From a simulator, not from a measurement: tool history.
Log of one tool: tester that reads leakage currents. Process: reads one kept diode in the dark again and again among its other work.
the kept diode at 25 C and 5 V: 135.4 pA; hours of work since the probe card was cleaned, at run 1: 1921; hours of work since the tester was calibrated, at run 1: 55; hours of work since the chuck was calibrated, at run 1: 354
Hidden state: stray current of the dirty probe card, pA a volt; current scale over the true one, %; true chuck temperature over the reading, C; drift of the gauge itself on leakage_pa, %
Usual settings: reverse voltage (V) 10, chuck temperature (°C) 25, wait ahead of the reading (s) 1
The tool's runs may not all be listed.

run    hour  reverse voltage (V)  chuck temperature (°C)  wait ahead of the reading (s)  hours of work since the probe card was cleaned  hours of work since the tester was calibrated  hours of work since the chuck was calibrated  current that the tester gives (pA)
  1       0                   10                      25                              1                                            1921                                             55                                           354                              197.39
       33.3  -- probe card cleaned and baked
  2    79.7                   10                      25                              1                                              21                                             90                                           388                              203.79
  3   182.1                   10                      25                              1                                              67                                            136                                           435                              205.79
  4   276.6                   10                      25                           1.68                                             110                                            179                                           478                              207.58
      290.9  -- probe card cleaned and baked, once more
  5   378.8                   10                      25                           1.68                                              40                                            224                                           522                              193.19
  6   492.6                   10                      25                           1.68                                              91                                            275                                           574                              195.58
  7   594.1                   10                      25                           1.68                                             137                                            321                                           620                              198.12
  8   712.2                   10                      25                              1                                             191                                            375                                           673                              201.36
  9     810                   10                      25                              1                                             235                                            419                                           717                              203.34
 10   925.7                   10                      25                              1                                             287                                            471                                           770                              206.87
 11  1034.4                   10                      25                              1                                             336                                            520                                           819                              208.07
       1065  -- chuck's temperature calibrated
 12    1098                  6.7                      43                           1.41                                             364                                            548                                            15                              626.05
 13  1162.8                  4.3                      43                           4.24                                             393                                            578                                            44                              540.99
 14  1272.6                  1.2                      43                           2.44                                             443                                            627                                            94                               356.5
 15  1388.7                  1.2                      43                           2.44                                             496                                            680                                           146                              361.69
 16  1439.7                  2.3                      35                           2.44                                             519                                            703                                           169                              245.26
 17  1515.5                   10                      47                           0.46                                             553                                            737                                           204                              999.06
 18  1619.7                   10                      47                           0.46                                             600                                            784                                           251                             1003.77
 19  1705.7                 14.6                      26                            3.3                                             639                                            823                                           290                              230.69
 20  1796.6                 14.6                      26                            3.3                                             680                                            864                                           331                              235.98
 21    1898                 14.6                      26                            3.3                                             726                                            910                                           377                              236.75

3 ways to go on from here, each from the tool as it stands after run 21. What would each give?
  A  2008.7                  1.7                      53                           1.29                                             776                                            960                                           427                                   ?
  B  2008.7                  1.7                      58                           1.47                                             776                                            960                                           427                                   ?
  C  2008.7                 10.3                      25                           9.58                                             776                                            960                                           427                                   ?

run  current that the tester gives (pA)
  A                              884.29
  B                             1235.32
  C                              195.57
Without the tool's hidden state the same runs would have given:
run  current that the tester gives (pA)
  A                              809.84
  B                             1134.26
  C                               172.8
